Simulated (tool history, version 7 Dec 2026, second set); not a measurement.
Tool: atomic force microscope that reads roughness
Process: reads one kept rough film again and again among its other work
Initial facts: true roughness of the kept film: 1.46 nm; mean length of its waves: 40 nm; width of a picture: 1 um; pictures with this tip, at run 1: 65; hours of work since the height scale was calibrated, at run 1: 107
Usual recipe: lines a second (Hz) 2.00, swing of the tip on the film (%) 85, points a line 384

run     day  lines a second (Hz)  swing of the tip on the film (%)  points a line  pictures with this tip  hours of work since the height scale was calibrated  roughness of the kept film (nm (root mean square))
  1   0.000                 2.00                                85            384                      65                                                  107                                               1.208
  2   0.583                 2.00                                85            384                      80                                                  114                                               1.198
  3   1.329                 2.00                                85            384                      99                                                  124                                               1.196
  4   1.829                 2.00                                85            384                     111                                                  130                                               1.199
  5   2.417                 2.00                                85            384                     126                                                  137                                               1.192
  6   2.904                 2.00                                85            384                     138                                                  143                                               1.183
  7   3.254                 2.00                                68            384                     147                                                  147                                               1.274
  8   3.783                 2.81                                68            384                     160                                                  154                                               1.248
  9   4.296                 2.00                                85            384                     173                                                  160                                               1.177
 10   4.679                 0.85                                85            384                     182                                                  165                                               1.270
 11   5.038                 2.00                                67            384                     191                                                  169                                               1.276
 12   5.446                 2.00                                67            384                     201                                                  174                                               1.275
 13   6.054                 0.66                                85            384                     217                                                  181                                               1.272
 14   6.462                 0.66                                85            384                     227                                                  186                                               1.272
 15   6.871                 0.66                                85            384                     237                                                  191                                               1.266
 16   7.208                 0.66                                83            384                     245                                                  195                                               1.270
 17   7.829                 0.66                                83            384                     261                                                  203                                               1.270
      8.012  -- new tip fitted
 18   8.600                 0.66                                83            384                      15                                                  212                                               1.355
 19   9.371                 2.00                                60            461                      34                                                  222                                               1.352
 20   9.938                 1.54                                89            665                      48                                                  229                                               1.228
 21  10.575                 2.00                                67            384                      64                                                  236                                               1.322
 22  10.996                 2.26                                78            384                      74                                                  241                                               1.234
 23  11.554                 2.26                                78            384                      88                                                  248                                               1.239
 24  12.196                 0.64                                85            384                     104                                                  256                                               1.323
 25  12.988                 0.64                                85            384                     124                                                  266                                               1.315
 26  13.521                 2.07                                78            391                     137                                                  272                                               1.227
 27  14.304                 0.63                                67            280                     157                                                  282                                               1.335
 28  14.875                 1.05                                85            825                     171                                                  289                                               1.264
 29  15.358                 1.05                                85            825                     183                                                  295                                               1.259
 30  15.821                 1.05                                82            456                     195                                                  300                                               1.268
 31  16.267                 0.87                                71            384                     206                                                  306                                               1.300
 32  16.808                 0.87                                71            384                     220                                                  313                                               1.306
 33  17.333                 1.97                                71            300                     233                                                  319                                               1.240

5 ways to go on from here, each from the tool as it stands after run 33. What would each give?
  A  18.062                 1.48                                64            352                     251                                                  328                                                   ?
  B  18.062                 1.97                                66            622                     251                                                  328                                                   ?
  C  18.062                 1.05                                72            300                     251                                                  328                                                   ?
  D  18.062                 1.97                                89            742                     251                                                  328                                                   ?
  E  18.062                 0.94                                73            384                     251                                                  328                                                   ?

run  roughness of the kept film (nm (root mean square))
  A                                               1.284
  B                                               1.270
  C                                               1.277
  D                                               1.125
  E                                               1.283
The same runs, with their run-to-run variation unchanged, on a tool lacking any hidden condition would have given:
run  roughness of the kept film (nm (root mean square))
  A                                               1.365
  B                                               1.350
  C                                               1.358
  D                                               1.196
  E                                               1.364
